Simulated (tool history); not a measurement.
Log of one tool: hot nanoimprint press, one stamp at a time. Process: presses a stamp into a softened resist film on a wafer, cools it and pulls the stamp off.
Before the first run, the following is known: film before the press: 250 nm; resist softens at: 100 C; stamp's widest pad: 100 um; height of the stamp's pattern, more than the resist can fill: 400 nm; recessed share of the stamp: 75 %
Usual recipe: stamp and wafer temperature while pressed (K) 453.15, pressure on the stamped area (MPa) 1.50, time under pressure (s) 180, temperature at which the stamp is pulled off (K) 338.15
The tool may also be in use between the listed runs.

run,hour,stamp and wafer temperature while pressed (K),pressure on the stamped area (MPa),time under pressure (s),temperature at which the stamp is pulled off (K),resist left under the stamp's widest pad (angstrom),greatest force while the stamp is pulled off (N)
1,0.0,453.15,1.50,180,338.15,1346,236
2,24.9,453.15,1.50,180,338.15,1345,242
3,82.2,453.15,1.50,180,338.15,1351,235
4,136.5,452.15,1.50,180,338.15,1402,246
# hour 169.4: stamp cleaned and given a new release coat
5,181.0,453.15,1.50,180,338.15,1359,232
6,208.0,453.15,1.50,180,338.15,1350,241
# hour 243.3: plate thermocouple calibrated
7,249.2,453.15,1.50,180,338.15,1355,240
8,291.7,452.15,1.50,180,338.15,1400,240
9,323.1,452.15,1.50,180,338.15,1395,235
10,355.9,452.15,1.50,180,338.15,1403,234
11,416.0,452.15,1.50,180,338.15,1409,245
# hour 436.3: stamp cleaned and given a new release coat
12,467.5,453.15,1.50,140,338.15,1465,240
13,523.9,453.15,0.93,180,338.15,1653,241
14,567.0,453.15,0.93,180,338.15,1654,241
15,597.7,453.15,1.50,203,338.15,1314,245
16,657.6,453.15,1.50,203,338.15,1305,244
17,686.9,453.15,1.50,203,338.15,1304,242
# hour 701.2: stamp cleaned and given a new release coat
# hour 714.7: plate thermocouple calibrated
18,739.2,453.15,1.50,110,335.15,1572,253
19,767.0,442.15,2.30,353,338.15,1391,245
20,804.9,442.15,2.30,353,338.15,1383,235
# hour 854.6: press's hydraulic seals changed and the load cell set to zero
21,857.2,442.15,1.46,315,338.15,1724,245
22,905.0,453.15,2.02,180,335.15,1171,263
23,930.4,453.15,0.90,188,346.15,1662,185
# hour 975.8: stamp cleaned and given a new release coat
24,997.2,453.15,1.50,323,324.15,1114,327
25,1034.6,453.15,1.27,263,344.15,1305,200
26,1080.6,453.15,1.27,263,344.15,1304,196
27,1115.7,457.15,1.27,222,344.15,1185,195
28,1144.7,457.15,1.27,222,345.15,1190,189
29,1171.0,453.15,1.50,180,345.15,1362,187
# hour 1187.7: plate thermocouple calibrated
30,1221.7,453.15,1.50,180,345.15,1362,202
# hour 1242.2: stamp cleaned and given a new release coat
31,1269.2,453.15,1.50,180,345.15,1364,194

Consider 3 possible next runs. They are alternatives, not a sequence: every one starts from the tool as it was left by run 31. What does each give?
A,1295.6,453.15,2.29,180,338.15,?,?
B,1295.6,453.15,1.46,206,345.15,?,?
C,1295.6,453.15,1.21,180,345.15,?,?

run,resist left under the stamp's widest pad (angstrom),greatest force while the stamp is pulled off (N)
A,1118,236
B,1322,186
C,1496,194
With no hidden state in the tool, these same runs would have given:
run,resist left under the stamp's widest pad (angstrom),greatest force while the stamp is pulled off (N)
A,1102,236
B,1303,185
C,1475,193

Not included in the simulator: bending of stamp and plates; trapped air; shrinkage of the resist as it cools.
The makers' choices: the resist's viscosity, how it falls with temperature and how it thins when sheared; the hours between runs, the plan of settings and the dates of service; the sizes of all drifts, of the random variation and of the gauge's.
